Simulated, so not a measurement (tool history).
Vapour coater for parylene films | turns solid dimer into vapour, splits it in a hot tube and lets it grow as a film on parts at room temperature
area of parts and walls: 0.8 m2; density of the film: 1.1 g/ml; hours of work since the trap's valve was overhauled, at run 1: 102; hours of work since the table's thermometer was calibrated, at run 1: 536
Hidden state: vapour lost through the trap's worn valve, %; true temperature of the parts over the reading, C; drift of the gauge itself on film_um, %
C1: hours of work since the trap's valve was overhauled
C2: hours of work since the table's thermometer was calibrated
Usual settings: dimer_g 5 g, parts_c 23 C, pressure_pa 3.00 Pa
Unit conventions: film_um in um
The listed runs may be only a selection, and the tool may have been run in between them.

Run 1, hour 0.0: usual settings; C1 102; C2 536. Result: film_um 4.41 um.
Run 2, hour 48.6: usual settings; C1 132; C2 566. Result: film_um 4.44 um.
Run 3, hour 125.8: usual settings; C1 180; C2 613. Result: film_um 4.37 um.
Run 4, hour 204.2: usual settings; C1 228; C2 661. Result: film_um 4.46 um.
At hour 268.8: trap's valve overhauled.
Run 5, hour 281.3: usual settings; C1 8; C2 706. Result: film_um 4.33 um.
Run 6, hour 347.1: usual settings; C1 48; C2 746. Result: film_um 4.46 um.
Run 7, hour 419.6: usual settings; C1 93; C2 791. Result: film_um 4.40 um.
Run 8, hour 495.9: usual settings; C1 139; C2 838. Result: film_um 4.40 um.
Run 9, hour 546.3: usual settings; C1 170; C2 869. Result: film_um 4.32 um.
Run 10, hour 601.4: usual settings; C1 204; C2 903. Result: film_um 4.38 um.
Run 11, hour 676.6: usual settings but dimer_g 3 g, pressure_pa 8.45 Pa; C1 250; C2 949. Result: film_um 2.08 um.
At hour 711.2: trap's valve overhauled.
Run 12, hour 743.6: usual settings but parts_c 16 C, pressure_pa 4.54 Pa; C1 20; C2 987. Result: film_um 4.84 um.
Run 13, hour 794.7: usual settings but parts_c 16 C, pressure_pa 4.54 Pa; C1 51; C2 1019. Result: film_um 4.88 um.

Run 14 comes next. What will it give?
Run 14, hour 836.2: usual settings; C1 77; C2 1044. Result: film_um ?.

{"run 14": {"film_um": 4.37}}
Without the tool's hidden state the same run would have given film_um 4.38 um.

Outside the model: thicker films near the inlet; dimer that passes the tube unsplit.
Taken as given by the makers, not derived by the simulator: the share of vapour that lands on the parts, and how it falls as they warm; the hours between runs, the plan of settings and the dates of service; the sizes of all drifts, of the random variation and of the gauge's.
